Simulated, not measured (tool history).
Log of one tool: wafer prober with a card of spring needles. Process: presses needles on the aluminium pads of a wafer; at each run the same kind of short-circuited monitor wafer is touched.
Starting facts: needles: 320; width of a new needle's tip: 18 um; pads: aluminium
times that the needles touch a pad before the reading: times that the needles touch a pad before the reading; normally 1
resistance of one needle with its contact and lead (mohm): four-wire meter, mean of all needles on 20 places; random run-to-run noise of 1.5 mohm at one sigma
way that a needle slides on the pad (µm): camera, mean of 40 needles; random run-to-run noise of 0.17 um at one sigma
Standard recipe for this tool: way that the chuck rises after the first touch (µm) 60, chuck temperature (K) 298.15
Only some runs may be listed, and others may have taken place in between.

run   hour  way that the chuck rises after the first touch (µm)  chuck temperature (K)  times that the needles touch a pad before the reading  resistance of one needle with its contact and lead (mohm)  way that a needle slides on the pad (µm)
  1      0                                                   60                 298.15                                                      1                                                        135                                     16.45
  2   17.2                                                   60                 397.15                                                      1                                                        151                                      16.7
  3   35.9                                                   60                 397.15                                                      1                                                        150                                     16.68
  4   52.7                                                   60                 397.15                                                      1                                                        148                                     16.81
  5     83                                                   71                 397.15                                                      1                                                        145                                     19.91
  6  102.5                                                   71                 397.15                                                      1                                                        145                                     19.58
  7  123.9                                                   60                 298.15                                                      1                                                        132                                     16.73
  8  149.8                                                   55                 312.15                                                      2                                                        139                                     15.78
  9  168.9                                                   43                 312.15                                                      2                                                        140                                     11.82
 10  201.4                                                   52                 298.15                                                      1                                                        135                                     14.58
 11  226.4                                                   52                 298.15                                                      1                                                        137                                     14.31
 12  257.1                                                   46                 328.15                                                      1                                                        140                                     12.83
 13  282.9                                                   67                 390.15                                                      2                                                        145                                     18.53

Between the runs listed above, the log contained 18 entries, not reproduced here. Where in the sequence does each belong, and how does what the log doesn't record of the tool's condition differ from the listed run before to the listed run after?
Runs 1 to 2: tips cleaned on abrasive film (hour 4.4)
  no difference in the tool's unlogged condition between these two runs
Runs 2 to 3: tips cleaned on abrasive film (hour 19.7); tips cleaned on abrasive film (hour 35.9)
  debris on the tips, nm: 0.9 -> 0; way that the needles fall short of the set height, um: 0.01 -> 0.02
Runs 3 to 4: tips cleaned on abrasive film (hour 52.1)
  debris on the tips, nm: 0 -> 0.1
Runs 4 to 5: tips cleaned on abrasive film (hour 68.5)
  debris on the tips, nm: 0.1 -> 0.9
Runs 5 to 6: tips cleaned on abrasive film (hour 84.5); tips cleaned on abrasive film (hour 101.3)
  debris on the tips, nm: 0.9 -> 0.2
Runs 6 to 7: tips cleaned on abrasive film (hour 116.7)
  debris on the tips, nm: 0.2 -> 0.6
Runs 7 to 8: tips cleaned on abrasive film (hour 132.5); tips cleaned on abrasive film (hour 147.9)
  debris on the tips, nm: 0.6 -> 0.3
Runs 8 to 9: tips cleaned on abrasive film (hour 164.4)
  debris on the tips, nm: 0.3 -> 0.5; way that the needles fall short of the set height, um: 0.02 -> 0.03
Runs 9 to 10: tips cleaned on abrasive film (hour 180.5); tips cleaned on abrasive film (hour 195.8)
  debris on the tips, nm: 0.5 -> 0.6; tips' diameter, um: 18.02 -> 18.03
Runs 10 to 11: tips cleaned on abrasive film (hour 213.7)
  debris on the tips, nm: 0.6 -> 0.9
Runs 11 to 12: tips cleaned on abrasive film (hour 230.9); tips cleaned on abrasive film (hour 249)
  debris on the tips, nm: 0.9 -> 0.8
Runs 12 to 13: tips cleaned on abrasive film (hour 264.7); tips cleaned on abrasive film (hour 280.9)
  debris on the tips, nm: 0.8 -> 0.2
